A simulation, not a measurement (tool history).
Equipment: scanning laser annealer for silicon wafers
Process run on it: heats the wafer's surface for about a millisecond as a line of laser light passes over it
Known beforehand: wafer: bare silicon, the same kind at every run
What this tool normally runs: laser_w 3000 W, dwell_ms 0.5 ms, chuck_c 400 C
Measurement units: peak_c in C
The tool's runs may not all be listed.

Run 1, hour 0: usual settings. Result: peak_c 1086 C.
Run 2, hour 9.1: usual settings. Result: peak_c 1085 C.
Run 3, hour 18: usual settings. Result: peak_c 1090 C.
Run 4, hour 22.4: usual settings but dwell_ms 0.594 ms. Result: peak_c 1143 C.
Run 5, hour 31.5: usual settings but dwell_ms 0.594 ms. Result: peak_c 1143 C.
Run 6, hour 36.7: usual settings but dwell_ms 0.594 ms. Result: peak_c 1142 C.
Run 7, hour 41.6: usual settings. Result: peak_c 1089 C.
Run 8, hour 48.4: usual settings. Result: peak_c 1085 C.
Run 9, hour 52.6: usual settings. Result: peak_c 1085 C.
Run 10, hour 60.6: usual settings. Result: peak_c 1089 C.
Run 11, hour 66.6: usual settings. Result: peak_c 1085 C.
Run 12, hour 72.2: usual settings. Result: peak_c 1085 C.
Run 13, hour 78.1: usual settings. Result: peak_c 1082 C.
At hour 81.9: laser's power meter calibrated.
Run 14, hour 90.4: usual settings. Result: peak_c 1083 C.
Run 15, hour 96.2: usual settings. Result: peak_c 1083 C.
Run 16, hour 101.2: usual settings. Result: peak_c 1086 C.
Run 17, hour 109.3: usual settings. Result: peak_c 1084 C.
Run 18, hour 113.7: usual settings. Result: peak_c 1084 C.
Run 19, hour 122: usual settings. Result: peak_c 1084 C.
Run 20, hour 129.8: usual settings. Result: peak_c 1080 C.
At hour 134: laser's power meter calibrated, once more.
Run 21, hour 138.3: usual settings. Result: peak_c 1077 C.
Run 22, hour 147.2: usual settings but laser_w 3119 W, dwell_ms 0.508 ms. Result: peak_c 1118 C.
Run 23, hour 151.8: usual settings but laser_w 2741 W, dwell_ms 0.495 ms, chuck_c 425 C. Result: peak_c 1028 C.
Run 24, hour 156.7: usual settings but laser_w 3071 W, dwell_ms 0.495 ms, chuck_c 388 C. Result: peak_c 1089 C.
Run 25, hour 164: usual settings but laser_w 3071 W, dwell_ms 0.495 ms, chuck_c 388 C. Result: peak_c 1087 C.
Run 26, hour 171: usual settings but laser_w 3071 W, dwell_ms 0.495 ms, chuck_c 388 C. Result: peak_c 1081 C.
Run 27, hour 179.4: usual settings but dwell_ms 0.42 ms, chuck_c 362 C. Result: peak_c 990 C.
Run 28, hour 188.8: usual settings but laser_w 2603 W, dwell_ms 0.394 ms, chuck_c 414 C. Result: peak_c 922 C.
Run 29, hour 192.9: usual settings but laser_w 3156 W, dwell_ms 0.557 ms, chuck_c 432 C. Result: peak_c 1189 C.
Run 30, hour 198.1: usual settings but dwell_ms 0.509 ms. Result: peak_c 1083 C.
Run 31, hour 205: usual settings but laser_w 2698 W. Result: peak_c 993 C.
Run 32, hour 213.1: usual settings but laser_w 2698 W. Result: peak_c 990 C.
Run 33, hour 217.9: usual settings but laser_w 2698 W. Result: peak_c 993 C.
Run 34, hour 226.4: usual settings but laser_w 2698 W. Result: peak_c 992 C.
Run 35, hour 234.5: usual settings but laser_w 2698 W. Result: peak_c 990 C.
Run 36, hour 241.3: usual settings but laser_w 2588 W, dwell_ms 0.564 ms, chuck_c 382 C. Result: peak_c 976 C.
Run 37, hour 246.7: usual settings but laser_w 3193 W, chuck_c 418 C. Result: peak_c 1150 C.

A few steps of peak_c between consecutive runs. Split each: what settings, incoming material and random variation would produce without the hidden state, and what is left over for the hidden state, along with gauge scatter present in only one of the two compared results (measured, and without hidden state):
Hidden conditions of the tool in this case: light that passes the window, % of a clean one's; laser's true power over the reading, %; width of the line over the set one, %; drift of the gauge itself on peak_c, C.
Run 27 -> 28: laser_w 3000 -> 2603, dwell_ms 0.42 -> 0.394, chuck_c 362 -> 414. peak_c -68 C: hidden state +8, all else -76.
Run 28 -> 29: laser_w 2603 -> 3156, dwell_ms 0.394 -> 0.557, chuck_c 414 -> 432. peak_c +267 C: hidden state -17, all else +284.
Run 29 -> 30: laser_w 3156 -> 3000, dwell_ms 0.557 -> 0.509, chuck_c 432 -> 400. peak_c -106 C: hidden state +5, all else -111.
Run 36 -> 37: laser_w 2588 -> 3193, dwell_ms 0.564 -> 0.5, chuck_c 382 -> 418. peak_c +174 C: hidden state -10, all else +184.

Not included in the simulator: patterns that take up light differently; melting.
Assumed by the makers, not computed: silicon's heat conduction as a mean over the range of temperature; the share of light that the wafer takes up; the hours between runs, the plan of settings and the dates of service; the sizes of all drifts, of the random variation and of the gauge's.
